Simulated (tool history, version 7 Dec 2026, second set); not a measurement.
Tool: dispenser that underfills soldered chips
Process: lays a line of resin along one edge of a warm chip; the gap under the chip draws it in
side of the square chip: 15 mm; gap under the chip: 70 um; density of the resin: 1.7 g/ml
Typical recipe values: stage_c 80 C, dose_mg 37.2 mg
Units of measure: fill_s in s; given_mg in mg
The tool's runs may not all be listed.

{"run": 1, "hour": 0.0, "stage_c": 80, "dose_mg": 37.2, "fill_s": 306.5, "given_mg": 34.69}
{"hour": 6.9, "done": "new syringe of resin"}
{"run": 2, "hour": 8.6, "stage_c": 80, "dose_mg": 37.2, "fill_s": 263.7, "given_mg": 34.43}
{"hour": 11.3, "done": "dispensing valve cleaned and set on the balance"}
{"run": 3, "hour": 16.2, "stage_c": 80, "dose_mg": 37.2, "fill_s": 343.1, "given_mg": 37.1}
{"hour": 19.8, "done": "new syringe of resin"}
{"run": 4, "hour": 22.8, "stage_c": 80, "dose_mg": 37.2, "fill_s": 284.2, "given_mg": 37.03}
{"run": 5, "hour": 27.8, "stage_c": 80, "dose_mg": 37.2, "fill_s": 352.5, "given_mg": 37.3}
{"hour": 31.7, "done": "new syringe of resin"}
{"run": 6, "hour": 36.7, "stage_c": 80, "dose_mg": 47.5, "fill_s": 298.7, "given_mg": 46.84}

Run 7 comes next. What will it give?
{"run": 7, "hour": 41.1, "stage_c": 80, "dose_mg": 35.5, "fill_s": "?", "given_mg": "?"}

Run 7 yielded fill_s 383.3 s, given_mg 35.24 mg.
Without the tool's hidden state the same run would have given fill_s 252.3 s, given_mg 35.64 mg.

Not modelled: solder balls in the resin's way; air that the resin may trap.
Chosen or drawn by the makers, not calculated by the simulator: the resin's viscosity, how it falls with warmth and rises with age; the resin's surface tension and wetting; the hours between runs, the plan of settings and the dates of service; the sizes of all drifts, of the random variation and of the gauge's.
